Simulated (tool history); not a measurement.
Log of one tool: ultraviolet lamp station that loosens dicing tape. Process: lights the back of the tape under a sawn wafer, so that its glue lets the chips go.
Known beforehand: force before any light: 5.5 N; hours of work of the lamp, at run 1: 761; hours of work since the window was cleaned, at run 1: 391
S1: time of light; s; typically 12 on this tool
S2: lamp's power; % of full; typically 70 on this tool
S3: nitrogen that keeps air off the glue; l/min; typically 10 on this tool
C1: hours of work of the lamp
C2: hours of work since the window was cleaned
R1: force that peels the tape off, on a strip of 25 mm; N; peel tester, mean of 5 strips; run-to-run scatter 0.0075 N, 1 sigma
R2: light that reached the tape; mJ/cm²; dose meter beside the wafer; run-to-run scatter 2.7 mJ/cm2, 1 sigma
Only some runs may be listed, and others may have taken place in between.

Run 1, hour 0.0: usual settings; C1 761; C2 391. Result: R1 0.801 N, R2 206 mJ/cm².
At hour 25.4: lamp changed.
Run 2, hour 26.4: usual settings; C1 1; C2 411. Result: R1 0.343 N, R2 319 mJ/cm².
Run 3, hour 37.7: usual settings; C1 10; C2 420. Result: R1 0.354 N, R2 319 mJ/cm².
Run 4, hour 61.9: usual settings; C1 29; C2 440. Result: R1 0.358 N, R2 314 mJ/cm².
Run 5, hour 74.0: usual settings; C1 39; C2 449. Result: R1 0.359 N, R2 310 mJ/cm².
Run 6, hour 99.0: usual settings; C1 59; C2 469. Result: R1 0.375 N, R2 310 mJ/cm².
Run 7, hour 120.8: usual settings; C1 76; C2 487. Result: R1 0.381 N, R2 307 mJ/cm².
Run 8, hour 137.0: usual settings but S1 10 s; C1 89; C2 500. Result: R1 0.568 N, R2 252 mJ/cm².
Run 9, hour 161.0: usual settings but S1 10 s; C1 108; C2 519. Result: R1 0.590 N, R2 248 mJ/cm².
Run 10, hour 184.9: usual settings but S1 13 s; C1 128; C2 538. Result: R1 0.348 N, R2 315 mJ/cm².
Run 11, hour 202.5: usual settings but S1 13 s; C1 142; C2 552. Result: R1 0.344 N, R2 317 mJ/cm².
At hour 211.3: window cleaned of glue's vapour.
Run 12, hour 213.5: usual settings; C1 150; C2 2. Result: R1 0.467 N, R2 281 mJ/cm².
Run 13, hour 232.4: usual settings; C1 165; C2 17. Result: R1 0.441 N, R2 280 mJ/cm².
Run 14, hour 242.9: usual settings but S1 6 s; C1 173; C2 25. Result: R1 1.555 N, R2 136 mJ/cm².
Run 15, hour 258.9: usual settings but S1 6 s; C1 186; C2 38. Result: R1 1.490 N, R2 137 mJ/cm².
Run 16, hour 279.9: usual settings; C1 203; C2 55. Result: R1 0.481 N, R2 271 mJ/cm².

Predict the results of run 17:
Run 17, hour 299.9: usual settings but S1 13 s, S2 82 % of full; C1 219; C2 71. Result: R1 ?, R2 ?.

Run 17 measured R1 0.287 N, R2 347 mJ/cm².
Take away the tool's hidden state, keep the run-to-run variation as it was, and the same run would have given R1 0.163 N, R2 453 mJ/cm².
